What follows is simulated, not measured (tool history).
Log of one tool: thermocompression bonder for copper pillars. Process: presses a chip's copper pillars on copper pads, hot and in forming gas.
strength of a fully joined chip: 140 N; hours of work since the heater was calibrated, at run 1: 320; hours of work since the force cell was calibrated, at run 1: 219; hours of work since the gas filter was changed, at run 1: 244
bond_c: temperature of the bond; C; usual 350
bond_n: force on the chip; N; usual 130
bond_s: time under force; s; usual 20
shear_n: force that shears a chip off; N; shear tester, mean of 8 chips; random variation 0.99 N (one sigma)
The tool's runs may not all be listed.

run,day,bond_c,bond_n,bond_s,hours of work since the heater was calibrated,hours of work since the force cell was calibrated,hours of work since the gas filter was changed,shear_n
1,0.000,350,130,20,320,219,244,75.5
2,0.950,350,130,20,338,237,263,73.8
3,1.867,350,151,20,356,255,280,82.8
# day 2.175: forming gas filter changed
4,2.308,350,111,20,364,263,3,74.3
5,3.142,350,111,16,379,279,18,69.3
6,3.875,335,130,20,393,293,32,73.3
7,4.738,335,130,20,410,309,49,71.9
8,5.604,350,130,20,426,326,65,82.8
# day 5.779: heater calibrated with a thermocouple chip
9,6.625,350,130,20,16,344,83,82.7
10,7.400,350,130,20,31,359,98,80.7
11,7.900,326,130,20,41,368,108,64.9
12,8.446,326,130,20,51,379,118,64.4
13,8.942,326,130,20,60,388,128,65.3
# day 9.625: heater calibrated with a thermocouple chip, once more
14,9.625,350,98,20,0,399,139,63.9
15,10.592,350,98,20,18,418,157,64.1
16,11.392,350,98,20,34,433,173,63.8
17,12.083,343,178,20,47,446,186,94.2
18,12.858,343,178,20,62,461,201,93.2
19,13.442,329,165,26,73,472,212,85.3

Forecast run 20:
20,14.088,366,109,42,85,485,224,?

shear_n: 96.4 N
Without the tool's hidden state the same run would have given shear_n 106.0 N.
